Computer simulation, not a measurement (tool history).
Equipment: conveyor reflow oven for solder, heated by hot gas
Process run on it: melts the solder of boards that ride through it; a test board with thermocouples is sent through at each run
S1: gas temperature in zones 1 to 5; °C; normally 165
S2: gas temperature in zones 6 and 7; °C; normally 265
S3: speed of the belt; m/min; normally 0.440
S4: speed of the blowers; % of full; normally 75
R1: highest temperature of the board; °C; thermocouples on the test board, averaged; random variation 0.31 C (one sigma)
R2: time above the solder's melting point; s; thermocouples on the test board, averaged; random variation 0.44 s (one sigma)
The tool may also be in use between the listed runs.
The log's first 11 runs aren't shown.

run     day   S1   S2     S3  S4     R1    R2
 12   4.858  153  265  0.440  75  240.5  40.7
 13   5.254  153  265  0.440  75  240.4  41.2
 14   5.600  153  265  0.440  75  240.2  42.2
 15   6.133  165  265  0.415  75  245.7  54.1
 16   6.542  165  278  0.440  75  253.7  57.4
 17   6.829  158  274  0.440  78  248.9  52.1
 18   7.354  157  259  0.440  52  230.8  27.7
 19   7.667  157  259  0.440  52  230.5  28.3
 20   7.933  157  259  0.440  52  230.7  26.8
 21   8.450  154  256  0.440  61  230.1  27.4
 22   8.879  177  271  0.423  61  249.0  59.8
 23   9.312  177  271  0.423  61  248.3  59.5
 24   9.642  156  265  0.440  55  234.5  34.8
 25  10.008  156  265  0.440  55  235.6  34.5
 26  10.350  156  265  0.361  55  243.6  57.3
 27  10.850  156  265  0.361  55  244.0  56.7
 28  11.112  164  280  0.440  75  253.9  57.0
 29  11.650  165  258  0.424  88  240.7  47.1
 30  11.988  165  254  0.440  75  233.5  35.4
 31  12.342  172  278  0.464  75  251.4  55.1

Consider 3 possible next runs. They are alternatives, not a sequence: every one starts from the tool as it was left by run 31. What does each give?
  A  12.817  165  271  0.440  75   ?   ?
  B  12.817  165  269  0.440  74   ?   ?
  C  12.817  165  259  0.458  75   ?   ?

run     R1    R2
  A  247.0  50.9
  B  245.0  50.1
  C  235.8  37.5
The same runs, with their run-to-run variation unchanged, on a tool lacking any hidden condition would have given:
run     R1    R2
  A  247.5  51.6
  B  245.5  50.8
  C  236.3  38.6
